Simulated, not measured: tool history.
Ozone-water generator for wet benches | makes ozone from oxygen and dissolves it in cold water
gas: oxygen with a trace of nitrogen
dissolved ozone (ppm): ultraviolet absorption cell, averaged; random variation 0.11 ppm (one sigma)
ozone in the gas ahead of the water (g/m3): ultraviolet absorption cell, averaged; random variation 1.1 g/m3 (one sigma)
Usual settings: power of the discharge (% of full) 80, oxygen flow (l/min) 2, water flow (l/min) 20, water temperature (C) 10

run,hour,power of the discharge (% of full),oxygen flow (l/min),water flow (l/min),water temperature (C),dissolved ozone (ppm),ozone in the gas ahead of the water (g/m3)
1,0,80,2,20,10,8.7,199.4
2,30.6,80,2,20,12,8.5,197.6
3,71.4,80,2,20,12,8.6,200
4,102.4,80,2,20,10,8.7,196.6
5,138.1,80,2,20,10,8.5,200.6
6,164.7,80,2,23,10,7.2,198.5
7,201.5,80,2,23,10,7.4,199.9
8,235.7,80,2,21,10,7.9,199.1
9,266.7,80,2,21,10,7.8,198.2
10,306,80,2,21,10,7.9,199.9
11,350.4,80,2,21,10,7.8,198.4
12,379,80,2,21,10,8,198.6
13,400.1,80,2,21,10,7.9,198.4
14,432.9,80,2,21,10,7.9,199.2
15,453.4,80,2,21,10,8.1,198.5
16,481.2,80,2,21,10,7.9,198.8
17,500.5,80,2,21,10,8.3,199.1
18,543.7,63,1.23,19,17,6.3,222.1
19,570,63,1.23,19,17,6.4,221.3
20,617.5,75,1.83,19,6,8.5,200.2
21,640.6,75,1.83,19,6,8.4,199.7
22,662.7,75,1.83,19,6,8.7,198.9
23,704.4,75,1.83,19,16,8,199.8
24,745,75,2.29,25,16,6,176.4
25,772.7,75,2.29,25,16,6.2,174.4
26,811.2,77,2,20,13,7.7,194.2
27,843,80,2,29,7,5.3,195.7
28,888.5,80,2,29,7,5.1,195.9
29,927.5,80,2,29,7,5.4,197
30,963,80,1.83,15,10,11.2,206.6
31,1002,80,1.83,15,10,11.5,206.1

Measured less the same run without the tool's hidden state. The same run-to-run variation is in both; the gauge's scatter may not be:
The hidden state here: yield of the discharge, % of new electrodes'; contactor's efficiency, % of a clean one's; true water temperature over the reading, C; drift of the gauge itself on ozone_ppm, %; drift of the gauge itself on gas_g_m3, %.
run,dissolved ozone (ppm),ozone in the gas ahead of the water (g/m3)
1,-0.9,+0.3
2,-0.8,+0.1
3,-0.9,+0
4,-0.8,-0.1
5,-0.9,-0.2
6,-0.8,-0.3
7,-0.8,-0.4
8,-0.9,-0.6
9,-0.9,-0.7
10,-0.9,-0.9
11,-0.9,-1
12,-0.9,-1.1
13,-0.9,-1.2
14,-1,-1.3
15,-0.9,-1.4
16,-0.9,-1.5
17,-0.9,-1.6
18,-0.8,-1.7
19,-0.8,-1.7
20,-1,-2
21,-1.1,-2.1
22,-1,-2.1
23,-1,-2.3
24,-0.8,-2.1
25,-0.8,-2.1
26,-1.1,-2.6
27,-0.8,-2.8
28,-0.8,-2.9
29,-0.8,-3.1
30,-1.4,-3.4
31,-1.4,-3.5
